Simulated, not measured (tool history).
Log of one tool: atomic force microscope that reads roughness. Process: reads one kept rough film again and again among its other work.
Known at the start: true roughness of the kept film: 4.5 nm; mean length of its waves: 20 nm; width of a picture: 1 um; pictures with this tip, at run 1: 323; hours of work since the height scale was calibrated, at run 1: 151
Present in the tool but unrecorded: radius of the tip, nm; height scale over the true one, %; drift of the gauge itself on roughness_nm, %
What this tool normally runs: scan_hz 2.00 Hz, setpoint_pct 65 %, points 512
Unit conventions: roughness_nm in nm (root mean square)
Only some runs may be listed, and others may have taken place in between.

| run | day | scan_hz | setpoint_pct | points | pictures with this tip | hours of work since the height scale was calibrated | roughness_nm |
|---|---|---|---|---|---|---|---|
| 1 | 0.000 | 2.00 | 65 | 512 | 323 | 151 | 3.191 |
| 2 | 0.204 | 2.00 | 79 | 512 | 328 | 153 | 2.944 |
| 3 | 0.388 | 2.00 | 79 | 512 | 332 | 155 | 2.926 |
| 4 | 0.683 | 2.00 | 65 | 357 | 340 | 158 | 3.166 |
| 5 | 0.912 | 2.00 | 65 | 494 | 345 | 161 | 3.175 |
| 6 | 1.142 | 2.00 | 65 | 494 | 351 | 163 | 3.171 |
| 7 | 1.346 | 0.75 | 65 | 494 | 356 | 166 | 3.317 |
| 8 | 1.612 | 0.75 | 65 | 494 | 363 | 168 | 3.301 |
| 9 | 1.942 | 0.77 | 61 | 512 | 371 | 172 | 3.339 |
| 10 | 2.279 | 0.80 | 71 | 512 | 379 | 176 | 3.269 |
| 11 | 2.617 | 0.80 | 71 | 512 | 388 | 179 | 3.273 |
| 12 | 2.804 | 2.90 | 73 | 327 | 392 | 181 | 2.905 |
|  | 3.125 | new tip fitted |
| 13 | 3.179 | 2.00 | 77 | 488 | 1 | 185 | 2.971 |
| 14 | 3.388 | 2.00 | 65 | 702 | 6 | 188 | 3.195 |

Below are 4 alternative next runs, each starting from the tool's condition after run 14. Predict each:
| A | 3.767 | 0.78 | 78 | 543 | 16 | 192 | ? |
| B | 3.767 | 2.00 | 67 | 512 | 16 | 192 | ? |
| C | 3.767 | 3.46 | 73 | 830 | 16 | 192 | ? |
| D | 3.767 | 2.30 | 71 | 512 | 16 | 192 | ? |

| run | roughness_nm |
|---|---|
| A | 3.217 |
| B | 3.138 |
| C | 2.868 |
| D | 3.047 |
What these runs would have given with no unlogged condition in the tool:
| run | roughness_nm |
|---|---|
| A | 3.218 |
| B | 3.138 |
| C | 2.869 |
| D | 3.048 |

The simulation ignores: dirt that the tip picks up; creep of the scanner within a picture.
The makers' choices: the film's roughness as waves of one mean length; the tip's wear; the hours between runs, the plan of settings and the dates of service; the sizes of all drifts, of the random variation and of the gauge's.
